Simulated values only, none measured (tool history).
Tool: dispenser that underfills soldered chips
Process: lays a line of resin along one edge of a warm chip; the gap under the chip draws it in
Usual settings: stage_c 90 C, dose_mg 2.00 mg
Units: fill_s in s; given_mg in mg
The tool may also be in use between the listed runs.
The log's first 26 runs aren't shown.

| run | hour | stage_c | dose_mg | hours of work since the syringe was changed | hours of work since the valve was cleaned | hours of work since the stage was calibrated | fill_s | given_mg |
|---|---|---|---|---|---|---|---|---|
|  | 293.6 | new syringe of resin |
| 27 | 295.6 | 97 | 1.82 | 2 | 23 | 322 | 37.9 | 1.796 |
|  | 308.2 | new syringe of resin |
| 28 | 309.7 | 79 | 1.93 | 1 | 33 | 333 | 84.2 | 1.893 |
| 29 | 318.2 | 104 | 2.37 | 8 | 40 | 340 | 43.1 | 2.331 |
|  | 322.6 | new syringe of resin |
| 30 | 326.1 | 90 | 2.14 | 3 | 46 | 346 | 55.6 | 2.093 |
|  | 337.2 | new syringe of resin |
| 31 | 340.0 | 90 | 2.14 | 2 | 57 | 356 | 53.7 | 2.082 |
|  | 351.5 | new syringe of resin |
| 32 | 354.4 | 103 | 2.09 | 2 | 68 | 367 | 29.7 | 2.011 |
|  | 366.5 | new syringe of resin |
| 33 | 366.5 | 103 | 2.09 | 0 | 77 | 377 | 25.2 | 2.016 |
| 34 | 378.6 | 103 | 2.09 | 9 | 87 | 386 | 55.4 | 2.017 |
|  | 380.7 | new syringe of resin |
| 35 | 389.5 | 79 | 1.95 | 7 | 95 | 394 | 138.6 | 1.863 |

Forecast each of these 4 alternatives for the next run:
|  | 394.7 | new syringe of resin |
| A | 400.6 | 100 | 2.25 | 5 | 103 | 403 | ? | ? |
|  | 394.7 | new syringe of resin |
| B | 400.6 | 87 | 1.76 | 5 | 103 | 403 | ? | ? |
|  | 394.7 | new syringe of resin |
| C | 400.6 | 79 | 2.09 | 5 | 103 | 403 | ? | ? |
|  | 394.7 | new syringe of resin |
| D | 400.6 | 91 | 1.93 | 5 | 103 | 403 | ? | ? |

| run | fill_s | given_mg |
|---|---|---|
| A | 42.4 | 2.150 |
| B | 80.0 | 1.676 |
| C | 115.7 | 1.999 |
| D | 64.7 | 1.836 |
Without the tool's hidden state the same runs would have given:
| run | fill_s | given_mg |
|---|---|---|
| A | 25.3 | 2.256 |
| B | 46.2 | 1.759 |
| C | 67.4 | 2.098 |
| D | 37.9 | 1.927 |

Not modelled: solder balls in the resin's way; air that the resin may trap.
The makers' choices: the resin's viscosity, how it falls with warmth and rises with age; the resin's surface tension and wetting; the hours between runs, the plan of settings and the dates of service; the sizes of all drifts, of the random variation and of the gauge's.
